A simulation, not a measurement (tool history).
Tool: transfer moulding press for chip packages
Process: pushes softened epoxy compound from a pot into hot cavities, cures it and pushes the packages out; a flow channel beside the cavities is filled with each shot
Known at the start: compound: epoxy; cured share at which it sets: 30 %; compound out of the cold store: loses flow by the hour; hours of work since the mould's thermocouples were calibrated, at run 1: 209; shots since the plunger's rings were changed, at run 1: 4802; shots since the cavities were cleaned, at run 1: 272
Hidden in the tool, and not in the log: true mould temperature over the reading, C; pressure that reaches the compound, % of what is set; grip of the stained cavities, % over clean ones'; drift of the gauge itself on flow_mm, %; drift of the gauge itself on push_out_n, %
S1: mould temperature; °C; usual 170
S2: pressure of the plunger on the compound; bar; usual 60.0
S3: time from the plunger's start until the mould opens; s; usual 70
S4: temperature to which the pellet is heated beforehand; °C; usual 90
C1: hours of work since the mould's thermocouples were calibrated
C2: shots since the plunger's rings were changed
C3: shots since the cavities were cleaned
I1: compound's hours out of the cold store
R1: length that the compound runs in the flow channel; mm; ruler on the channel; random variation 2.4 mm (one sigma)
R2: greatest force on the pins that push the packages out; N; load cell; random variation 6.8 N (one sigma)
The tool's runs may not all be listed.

run 1 hour=0.0 | S1=170 S2=60.0 S3=70 S4=90 | C1=209 C2=4802 C3=272 | I1=37.2 | R1=597 R2=381
run 2 hour=26.4 | S1=177 S2=60.0 S3=70 S4=90 | C1=230 C2=5249 C3=719 | I1=13.2 | R1=680 R2=432
-- hour=36.5 plunger's sealing rings changed
-- hour=57.4 cavities cleaned with cleaning compound and waxed
run 3 hour=61.5 | S1=170 S2=60.0 S3=70 S4=90 | C1=254 C2=396 C3=68 | I1=19.5 | R1=694 R2=667
run 4 hour=86.1 | S1=170 S2=60.0 S3=73 S4=90 | C1=273 C2=814 C3=486 | I1=27.4 | R1=658 R2=565
-- hour=124.3 mould's thermocouples calibrated
-- hour=129.4 cavities cleaned with cleaning compound and waxed
run 5 hour=133.6 | S1=170 S2=60.0 S3=73 S4=90 | C1=6 C2=1559 C3=71 | I1=27.7 | R1=656 R2=298
run 6 hour=180.1 | S1=170 S2=60.0 S3=70 S4=90 | C1=43 C2=2346 C3=858 | I1=38.1 | R1=607 R2=502
-- hour=187.0 cavities cleaned with cleaning compound and waxed, once more
run 7 hour=224.1 | S1=170 S2=59.7 S3=70 S4=90 | C1=76 C2=3067 C3=629 | I1=42.9 | R1=587 R2=461
run 8 hour=249.3 | S1=170 S2=59.7 S3=70 S4=90 | C1=96 C2=3493 C3=1055 | I1=24.9 | R1=654 R2=516
-- hour=259.3 cavities cleaned with cleaning compound and waxed
run 9 hour=286.3 | S1=170 S2=59.7 S3=70 S4=90 | C1=123 C2=4094 C3=458 | I1=13.5 | R1=703 R2=456
-- hour=329.3 cavities cleaned with cleaning compound and waxed
run 10 hour=336.0 | S1=170 S2=59.7 S3=70 S4=90 | C1=161 C2=4911 C3=115 | I1=18.5 | R1=674 R2=336
-- hour=364.2 plunger's sealing rings changed
run 11 hour=364.2 | S1=170 S2=72.5 S3=57 S4=90 | C1=181 C2=0 C3=550 | I1=40.9 | R1=671 R2=587
-- hour=402.7 cavities cleaned with cleaning compound and waxed
run 12 hour=410.1 | S1=164 S2=72.7 S3=70 S4=98 | C1=216 C2=751 C3=125 | I1=32.4 | R1=721 R2=433
run 13 hour=436.1 | S1=168 S2=60.0 S3=74 S4=90 | C1=237 C2=1192 C3=566 | I1=26.6 | R1=668 R2=489
-- hour=471.3 cavities cleaned with cleaning compound and waxed
run 14 hour=478.7 | S1=163 S2=60.0 S3=90 S4=93 | C1=269 C2=1888 C3=125 | I1=28.6 | R1=664 R2=331
-- hour=522.5 mould's thermocouples calibrated
run 15 hour=522.5 | S1=163 S2=60.0 S3=90 S4=93 | C1=0 C2=2597 C3=834 | I1=36.5 | R1=628 R2=477
-- hour=544.6 cavities cleaned with cleaning compound and waxed
run 16 hour=550.5 | S1=170 S2=48.6 S3=70 S4=100 | C1=21 C2=3045 C3=101 | I1=14.3 | R1=635 R2=336
run 17 hour=570.7 | S1=170 S2=56.7 S3=70 S4=90 | C1=37 C2=3387 C3=443 | I1=11.9 | R1=698 R2=447

The same runs without the tool's hidden state, with the same run-to-run variation:
run=1 R1=630 R2=274
run=2 R1=720 R2=243
run=3 R1=700 R2=267
run=4 R1=666 R2=258
run=5 R1=667 R2=260
run=6 R1=623 R2=276
run=7 R1=607 R2=264
run=8 R1=679 R2=269
run=9 R1=734 R2=278
run=10 R1=709 R2=281
run=11 R1=673 R2=353
run=12 R1=729 R2=357
run=13 R1=678 R2=287
run=14 R1=678 R2=271
run=15 R1=644 R2=256
run=16 R1=654 R2=273
run=17 R1=722 R2=275
